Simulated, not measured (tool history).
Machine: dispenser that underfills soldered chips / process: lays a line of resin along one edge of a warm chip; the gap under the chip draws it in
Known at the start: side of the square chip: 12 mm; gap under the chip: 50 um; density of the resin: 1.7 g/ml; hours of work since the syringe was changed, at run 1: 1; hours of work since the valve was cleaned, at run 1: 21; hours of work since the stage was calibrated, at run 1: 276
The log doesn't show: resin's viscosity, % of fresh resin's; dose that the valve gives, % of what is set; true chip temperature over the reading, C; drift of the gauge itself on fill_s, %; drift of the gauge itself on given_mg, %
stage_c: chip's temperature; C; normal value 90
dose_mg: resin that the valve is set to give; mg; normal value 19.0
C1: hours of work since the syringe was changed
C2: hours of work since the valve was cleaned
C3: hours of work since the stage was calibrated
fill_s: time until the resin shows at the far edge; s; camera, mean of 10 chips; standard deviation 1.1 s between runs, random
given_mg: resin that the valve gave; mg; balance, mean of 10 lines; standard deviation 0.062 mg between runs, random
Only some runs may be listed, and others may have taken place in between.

Run 1, hour 0.0: usual settings; C1 1; C2 21; C3 276. Result: fill_s 107.2 s, given_mg 18.82 mg.
At hour 10.3: new syringe of resin.
Run 2, hour 12.5: usual settings; C1 2; C2 31; C3 286. Result: fill_s 112.2 s, given_mg 18.75 mg.
At hour 22.0: new syringe of resin.
Run 3, hour 28.4: usual settings but stage_c 98 C; C1 5; C2 43; C3 298. Result: fill_s 102.9 s, given_mg 18.57 mg.
At hour 33.4: new syringe of resin.
Run 4, hour 41.6: usual settings but stage_c 98 C; C1 6; C2 53; C3 308. Result: fill_s 114.9 s, given_mg 18.48 mg.
At hour 45.0: new syringe of resin.
Run 5, hour 51.1: usual settings but stage_c 98 C; C1 5; C2 60; C3 315. Result: fill_s 103.0 s, given_mg 18.45 mg.
At hour 56.3: new syringe of resin.
Run 6, hour 62.7: usual settings but stage_c 98 C; C1 5; C2 69; C3 324. Result: fill_s 105.0 s, given_mg 18.29 mg.
At hour 67.4: new syringe of resin.
Run 7, hour 75.4: usual settings but stage_c 98 C; C1 6; C2 79; C3 334. Result: fill_s 112.0 s, given_mg 18.12 mg.
At hour 78.4: new syringe of resin.
Run 8, hour 86.0: usual settings but stage_c 87 C; C1 6; C2 87; C3 342. Result: fill_s 160.1 s, given_mg 18.15 mg.
At hour 89.9: new syringe of resin.
Run 9, hour 98.5: usual settings but stage_c 79 C, dose_mg 20.8 mg; C1 7; C2 96; C3 351. Result: fill_s 223.8 s, given_mg 19.69 mg.
At hour 102.2: new syringe of resin.
Run 10, hour 110.5: usual settings but stage_c 79 C, dose_mg 20.8 mg; C1 6; C2 105; C3 360. Result: fill_s 223.4 s, given_mg 19.63 mg.
At hour 113.5: new syringe of resin.
At hour 122.6: stage's temperature calibrated.
Run 11, hour 122.6: usual settings but stage_c 98 C, dose_mg 20.5 mg; C1 6; C2 114; C3 0. Result: fill_s 119.3 s, given_mg 19.32 mg.
At hour 126.0: new syringe of resin.
Run 12, hour 135.0: usual settings but stage_c 101 C, dose_mg 16.5 mg; C1 7; C2 123; C3 9. Result: fill_s 116.8 s, given_mg 15.41 mg.
At hour 136.9: dispensing valve cleaned and set on the balance.
At hour 138.0: new syringe of resin.
Run 13, hour 143.1: usual settings but stage_c 86 C, dose_mg 24.5 mg; C1 4; C2 5; C3 15. Result: fill_s 148.9 s, given_mg 24.34 mg.
At hour 150.3: new syringe of resin.
Run 14, hour 159.0: usual settings but stage_c 86 C, dose_mg 24.5 mg; C1 7; C2 17; C3 27. Result: fill_s 180.2 s, given_mg 24.21 mg.
At hour 162.2: new syringe of resin.
At hour 173.2: new syringe of resin.
Run 15, hour 175.6: usual settings but stage_c 87 C, dose_mg 16.5 mg; C1 2; C2 29; C3 39. Result: fill_s 137.3 s, given_mg 16.25 mg.
At hour 185.3: new syringe of resin.
Run 16, hour 189.1: usual settings but stage_c 87 C, dose_mg 16.5 mg; C1 3; C2 39; C3 50. Result: fill_s 142.1 s, given_mg 16.11 mg.

Alternative continuations, all from the tool just after run 16; predict every row:
At hour 196.4: new syringe of resin.
Run A, hour 200.3: usual settings but stage_c 89 C, dose_mg 16.4 mg; C1 3; C2 48; C3 58. Result: fill_s ?, given_mg ?.
At hour 196.4: new syringe of resin.
Run B, hour 200.3: usual settings but stage_c 100 C, dose_mg 23.1 mg; C1 3; C2 48; C3 58. Result: fill_s ?, given_mg ?.
At hour 196.4: new syringe of resin.
Run C, hour 200.3: usual settings but stage_c 88 C, dose_mg 18.2 mg; C1 3; C2 48; C3 58. Result: fill_s ?, given_mg ?.
At hour 196.4: new syringe of resin.
Run D, hour 200.3: usual settings but stage_c 79 C, dose_mg 18.6 mg; C1 3; C2 48; C3 58. Result: fill_s ?, given_mg ?.

run  fill_s  given_mg
  A   134.0     15.89
  B    88.9     22.48
  C   134.8     17.63
  D   191.5     18.13
Take away the tool's hidden state, keep each run's random variation, and the runs would have read:
run  fill_s  given_mg
  A   111.6     16.35
  B    74.4     23.13
  C   112.6     18.14
  D   160.1     18.65
